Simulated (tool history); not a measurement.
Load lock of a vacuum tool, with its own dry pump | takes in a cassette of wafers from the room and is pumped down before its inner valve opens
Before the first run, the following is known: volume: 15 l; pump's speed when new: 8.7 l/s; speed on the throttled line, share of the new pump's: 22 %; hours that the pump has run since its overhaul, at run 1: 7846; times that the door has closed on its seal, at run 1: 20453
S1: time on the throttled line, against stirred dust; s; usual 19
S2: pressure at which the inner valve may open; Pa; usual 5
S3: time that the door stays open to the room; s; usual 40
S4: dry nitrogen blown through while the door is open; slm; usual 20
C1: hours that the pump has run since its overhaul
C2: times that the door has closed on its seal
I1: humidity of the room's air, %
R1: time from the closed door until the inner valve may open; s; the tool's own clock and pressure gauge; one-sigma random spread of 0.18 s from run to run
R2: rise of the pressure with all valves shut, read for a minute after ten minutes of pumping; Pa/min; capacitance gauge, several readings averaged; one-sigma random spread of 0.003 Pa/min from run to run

Run 1, hour 0.0: usual settings; C1 7846; C2 20453; I1 45.0. Result: R1 33.3 s, R2 0.110 Pa/min.
Run 2, hour 355.1: usual settings; C1 8201; C2 21894; I1 48.7. Result: R1 33.1 s, R2 0.126 Pa/min.
Run 3, hour 681.5: usual settings; C1 8528; C2 23219; I1 45.0. Result: R1 33.4 s, R2 0.131 Pa/min.
Run 4, hour 847.7: usual settings; C1 8694; C2 23894; I1 43.0. Result: R1 33.7 s, R2 0.134 Pa/min.
Run 5, hour 1090.0: usual settings; C1 8936; C2 24878; I1 42.5. Result: R1 33.6 s, R2 0.137 Pa/min.
Run 6, hour 1259.5: usual settings; C1 9106; C2 25566; I1 46.0. Result: R1 33.2 s, R2 0.146 Pa/min.
Run 7, hour 1604.0: usual settings; C1 9450; C2 26965; I1 42.5. Result: R1 33.2 s, R2 0.150 Pa/min.
Run 8, hour 1794.9: usual settings; C1 9641; C2 27740; I1 43.7. Result: R1 33.7 s, R2 0.151 Pa/min.
Run 9, hour 2126.3: usual settings; C1 9972; C2 29086; I1 47.1. Result: R1 33.4 s, R2 0.163 Pa/min.
Run 10, hour 2291.6: usual settings; C1 10138; C2 29757; I1 46.3. Result: R1 33.9 s, R2 0.173 Pa/min.
Run 11, hour 2488.6: usual settings but S4 13 slm; C1 10335; C2 30557; I1 43.3. Result: R1 33.6 s, R2 0.182 Pa/min.
Run 12, hour 2763.8: usual settings but S2 7 Pa; C1 10610; C2 31674; I1 48.0. Result: R1 32.9 s, R2 0.186 Pa/min.
Run 13, hour 3010.1: usual settings but S2 7 Pa; C1 10856; C2 32674; I1 46.9. Result: R1 32.7 s, R2 0.195 Pa/min.
Run 14, hour 3219.3: usual settings but S2 7 Pa; C1 11065; C2 33523; I1 48.0. Result: R1 33.3 s, R2 0.193 Pa/min.
Run 15, hour 3419.3: usual settings but S2 7 Pa; C1 11265; C2 34335; I1 47.2. Result: R1 33.3 s, R2 0.200 Pa/min.
Run 16, hour 3710.4: usual settings but S2 7 Pa, S3 30 s; C1 11557; C2 35517; I1 43.3. Result: R1 32.9 s, R2 0.206 Pa/min.
Run 17, hour 4067.5: usual settings but S1 13 s; C1 11914; C2 36967; I1 46.3. Result: R1 29.0 s, R2 0.224 Pa/min.
Run 18, hour 4242.9: usual settings but S1 13 s; C1 12089; C2 37679; I1 45.6. Result: R1 29.0 s, R2 0.227 Pa/min.
Run 19, hour 4601.1: usual settings but S1 34 s, S2 6 Pa, S3 49 s, S4 10 slm; C1 12447; C2 39134; I1 46.6. Result: R1 45.1 s, R2 0.253 Pa/min.
Run 20, hour 4910.5: usual settings but S1 26 s, S2 4 Pa, S3 56 s, S4 4 slm; C1 12757; C2 40390; I1 44.7. Result: R1 40.1 s, R2 0.296 Pa/min.
Run 21, hour 5102.8: usual settings but S1 17 s, S2 4 Pa, S3 56 s, S4 4 slm; C1 12949; C2 41171; I1 44.8. Result: R1 33.1 s, R2 0.297 Pa/min.
Run 22, hour 5412.0: usual settings but S1 17 s, S2 7 Pa, S3 56 s, S4 18 slm; C1 13258; C2 42426; I1 41.9. Result: R1 31.4 s, R2 0.273 Pa/min.
Run 23, hour 5631.0: usual settings but S1 17 s, S2 7 Pa, S3 56 s, S4 18 slm; C1 13477; C2 43315; I1 44.5. Result: R1 31.9 s, R2 0.282 Pa/min.
Run 24, hour 5814.9: usual settings but S1 17 s, S2 8 Pa, S3 157 s, S4 18 slm; C1 13661; C2 44062; I1 45.3. Result: R1 31.5 s, R2 0.321 Pa/min.
Run 25, hour 6051.4: usual settings but S1 11 s, S2 7 Pa, S3 44 s, S4 34 slm; C1 13898; C2 45022; I1 46.1. Result: R1 27.4 s, R2 0.288 Pa/min.
Run 26, hour 6287.8: usual settings; C1 14134; C2 45982; I1 45.9. Result: R1 34.2 s, R2 0.306 Pa/min.
Run 27, hour 6615.0: usual settings but S1 26 s, S4 4 slm; C1 14461; C2 47310; I1 49.2. Result: R1 39.6 s, R2 0.355 Pa/min.
Run 28, hour 6871.5: usual settings but S1 26 s, S4 4 slm; C1 14718; C2 48352; I1 44.6. Result: R1 39.5 s, R2 0.360 Pa/min.
Run 29, hour 7203.3: usual settings but S1 26 s, S4 4 slm; C1 15049; C2 49699; I1 47.4. Result: R1 39.8 s, R2 0.379 Pa/min.
Run 30, hour 7450.2: usual settings but S1 25 s, S3 52 s; C1 15296; C2 50701; I1 46.3. Result: R1 38.7 s, R2 0.362 Pa/min.
Run 31, hour 7618.1: usual settings but S1 28 s, S2 9 Pa, S3 56 s, S4 6 slm; C1 15464; C2 51383; I1 42.8. Result: R1 40.1 s, R2 0.391 Pa/min.
Run 32, hour 7766.9: usual settings but S3 218 s; C1 15613; C2 51987; I1 45.4. Result: R1 34.2 s, R2 0.420 Pa/min.
Run 33, hour 7999.6: usual settings but S2 6 Pa, S3 32 s; C1 15846; C2 52932; I1 45.8. Result: R1 33.8 s, R2 0.363 Pa/min.
Run 34, hour 8247.5: usual settings but S1 17 s, S2 7 Pa, S3 32 s; C1 16094; C2 53938; I1 41.9. Result: R1 32.4 s, R2 0.369 Pa/min.
Run 35, hour 8515.7: usual settings but S1 17 s, S2 7 Pa, S3 32 s; C1 16362; C2 55028; I1 43.6. Result: R1 32.1 s, R2 0.388 Pa/min.
Run 36, hour 8773.9: usual settings but S1 17 s, S2 7 Pa, S3 32 s; C1 16620; C2 56076; I1 45.2. Result: R1 32.2 s, R2 0.395 Pa/min.

What if the next run were any one of these 3? Each begins from the tool's condition after run 36:
Run A, hour 8947.8: usual settings but S1 17 s, S2 7 Pa, S3 32 s, S4 5 slm; C1 16794; C2 56782; I1 46.6. Result: R1 ?, R2 ?.
Run B, hour 8947.8: usual settings but S1 14 s, S2 8 Pa, S3 32 s; C1 16794; C2 56782; I1 44.7. Result: R1 ?, R2 ?.
Run C, hour 8947.8: usual settings but S1 16 s, S2 7 Pa, S3 127 s; C1 16794; C2 56782; I1 43.2. Result: R1 ?, R2 ?.

run    R1     R2
  A  32.4  0.439
  B  30.0  0.406
  C  31.8  0.450
What these runs would have given with no unlogged condition in the tool:
run    R1     R2
  A  30.1  0.060
  B  27.7  0.030
  C  29.5  0.065

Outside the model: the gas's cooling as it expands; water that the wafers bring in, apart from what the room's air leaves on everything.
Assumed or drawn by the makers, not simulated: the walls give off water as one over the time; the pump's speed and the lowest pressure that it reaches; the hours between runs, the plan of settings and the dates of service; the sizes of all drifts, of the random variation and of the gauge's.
